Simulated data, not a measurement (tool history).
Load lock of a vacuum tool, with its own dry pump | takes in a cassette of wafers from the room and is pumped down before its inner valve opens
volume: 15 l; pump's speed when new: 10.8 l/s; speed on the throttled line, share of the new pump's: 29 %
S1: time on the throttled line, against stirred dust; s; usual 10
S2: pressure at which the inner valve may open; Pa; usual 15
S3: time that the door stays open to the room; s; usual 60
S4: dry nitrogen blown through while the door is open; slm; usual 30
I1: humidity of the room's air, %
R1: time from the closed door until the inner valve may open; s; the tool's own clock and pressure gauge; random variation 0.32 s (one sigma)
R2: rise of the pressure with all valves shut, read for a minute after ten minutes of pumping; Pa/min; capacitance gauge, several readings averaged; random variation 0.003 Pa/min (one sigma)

{"run": 1, "hour": 0.0, "S1": 10, "S2": 15, "S3": 60, "S4": 30, "I1": 42.2, "R1": 21.2, "R2": 0.055}
{"run": 2, "hour": 134.5, "S1": 10, "S2": 15, "S3": 60, "S4": 30, "I1": 44.5, "R1": 21.3, "R2": 0.06}
{"run": 3, "hour": 280.7, "S1": 10, "S2": 15, "S3": 50, "S4": 30, "I1": 44.2, "R1": 21.1, "R2": 0.053}
{"run": 4, "hour": 436.6, "S1": 10, "S2": 15, "S3": 50, "S4": 30, "I1": 47.2, "R1": 22.0, "R2": 0.06}
{"run": 5, "hour": 506.1, "S1": 10, "S2": 15, "S3": 50, "S4": 30, "I1": 41.3, "R1": 21.0, "R2": 0.054}
{"run": 6, "hour": 615.0, "S1": 10, "S2": 22, "S3": 60, "S4": 30, "I1": 45.5, "R1": 20.4, "R2": 0.057}
{"run": 7, "hour": 742.7, "S1": 10, "S2": 22, "S3": 60, "S4": 30, "I1": 45.2, "R1": 20.9, "R2": 0.059}
{"run": 8, "hour": 858.4, "S1": 10, "S2": 15, "S3": 60, "S4": 30, "I1": 45.7, "R1": 21.8, "R2": 0.062}
{"run": 9, "hour": 937.2, "S1": 10, "S2": 15, "S3": 60, "S4": 30, "I1": 43.4, "R1": 21.7, "R2": 0.062}
{"run": 10, "hour": 1029.0, "S1": 10, "S2": 15, "S3": 60, "S4": 10, "I1": 44.8, "R1": 21.3, "R2": 0.087}
{"run": 11, "hour": 1091.5, "S1": 10, "S2": 15, "S3": 60, "S4": 10, "I1": 44.7, "R1": 21.1, "R2": 0.097}
{"run": 12, "hour": 1197.5, "S1": 10, "S2": 15, "S3": 60, "S4": 10, "I1": 44.5, "R1": 21.0, "R2": 0.089}
{"run": 13, "hour": 1282.7, "S1": 10, "S2": 15, "S3": 60, "S4": 10, "I1": 43.3, "R1": 21.4, "R2": 0.095}
{"run": 14, "hour": 1431.3, "S1": 11, "S2": 15, "S3": 60, "S4": 30, "I1": 46.3, "R1": 22.0, "R2": 0.067}
{"run": 15, "hour": 1540.5, "S1": 11, "S2": 15, "S3": 60, "S4": 30, "I1": 43.1, "R1": 21.8, "R2": 0.067}
{"run": 16, "hour": 1686.6, "S1": 10, "S2": 15, "S3": 60, "S4": 30, "I1": 45.7, "R1": 21.5, "R2": 0.071}
{"run": 17, "hour": 1767.5, "S1": 10, "S2": 15, "S3": 60, "S4": 6, "I1": 45.6, "R1": 21.1, "R2": 0.113}
{"run": 18, "hour": 1910.0, "S1": 10, "S2": 15, "S3": 60, "S4": 6, "I1": 44.4, "R1": 21.7, "R2": 0.112}
{"run": 19, "hour": 2048.1, "S1": 10, "S2": 15, "S3": 60, "S4": 6, "I1": 41.3, "R1": 21.4, "R2": 0.106}
{"run": 20, "hour": 2132.6, "S1": 10, "S2": 15, "S3": 60, "S4": 6, "I1": 44.4, "R1": 21.5, "R2": 0.111}
{"run": 21, "hour": 2199.7, "S1": 10, "S2": 15, "S3": 60, "S4": 6, "I1": 44.8, "R1": 21.4, "R2": 0.117}
{"run": 22, "hour": 2339.8, "S1": 10, "S2": 19, "S3": 60, "S4": 30, "I1": 42.3, "R1": 21.0, "R2": 0.069}
{"run": 23, "hour": 2479.2, "S1": 10, "S2": 16, "S3": 60, "S4": 9, "I1": 42.1, "R1": 21.7, "R2": 0.104}
{"run": 24, "hour": 2628.3, "S1": 15, "S2": 22, "S3": 44, "S4": 14, "I1": 47.9, "R1": 24.3, "R2": 0.088}
{"run": 25, "hour": 2761.1, "S1": 5, "S2": 15, "S3": 60, "S4": 30, "I1": 44.5, "R1": 18.6, "R2": 0.076}
{"run": 26, "hour": 2833.1, "S1": 7, "S2": 16, "S3": 60, "S4": 30, "I1": 42.1, "R1": 19.9, "R2": 0.077}
{"run": 27, "hour": 2920.1, "S1": 9, "S2": 14, "S3": 60, "S4": 30, "I1": 44.2, "R1": 21.0, "R2": 0.077}
{"run": 28, "hour": 3030.1, "S1": 10, "S2": 15, "S3": 210, "S4": 8, "I1": 45.1, "R1": 22.0, "R2": 0.22}
{"run": 29, "hour": 3183.2, "S1": 5, "S2": 12, "S3": 161, "S4": 12, "I1": 47.0, "R1": 19.3, "R2": 0.167}
{"run": 30, "hour": 3314.4, "S1": 5, "S2": 12, "S3": 161, "S4": 12, "I1": 41.9, "R1": 19.1, "R2": 0.158}
{"run": 31, "hour": 3435.0, "S1": 5, "S2": 12, "S3": 163, "S4": 12, "I1": 44.9, "R1": 19.1, "R2": 0.164}
{"run": 32, "hour": 3499.5, "S1": 5, "S2": 12, "S3": 163, "S4": 12, "I1": 46.0, "R1": 19.0, "R2": 0.169}
{"run": 33, "hour": 3571.1, "S1": 5, "S2": 12, "S3": 60, "S4": 12, "I1": 46.1, "R1": 19.2, "R2": 0.112}
{"run": 34, "hour": 3695.7, "S1": 7, "S2": 19, "S3": 60, "S4": 12, "I1": 45.8, "R1": 19.6, "R2": 0.11}
{"run": 35, "hour": 3813.0, "S1": 14, "S2": 11, "S3": 69, "S4": 12, "I1": 42.8, "R1": 24.9, "R2": 0.114}
{"run": 36, "hour": 3925.9, "S1": 14, "S2": 11, "S3": 69, "S4": 12, "I1": 47.2, "R1": 24.4, "R2": 0.12}

3 ways to go on from here, each from the tool as it stands after run 36. What would each give?
{"run": "A", "hour": 4062.7, "S1": 10, "S2": 15, "S3": 47, "S4": 15, "I1": 43.6, "R1": "?", "R2": "?"}
{"run": "B", "hour": 4062.7, "S1": 15, "S2": 27, "S3": 111, "S4": 12, "I1": 46.1, "R1": "?", "R2": "?"}
{"run": "C", "hour": 4062.7, "S1": 10, "S2": 15, "S3": 60, "S4": 8, "I1": 48.0, "R1": "?", "R2": "?"}

run=A R1=21.9 R2=0.097
run=B R1=24.1 R2=0.151
run=C R1=22.7 R2=0.127
Without the tool's hidden state the same runs would have given:
run=A R1=19.4 R2=0.047
run=B R1=22.2 R2=0.101
run=C R1=20.2 R2=0.078
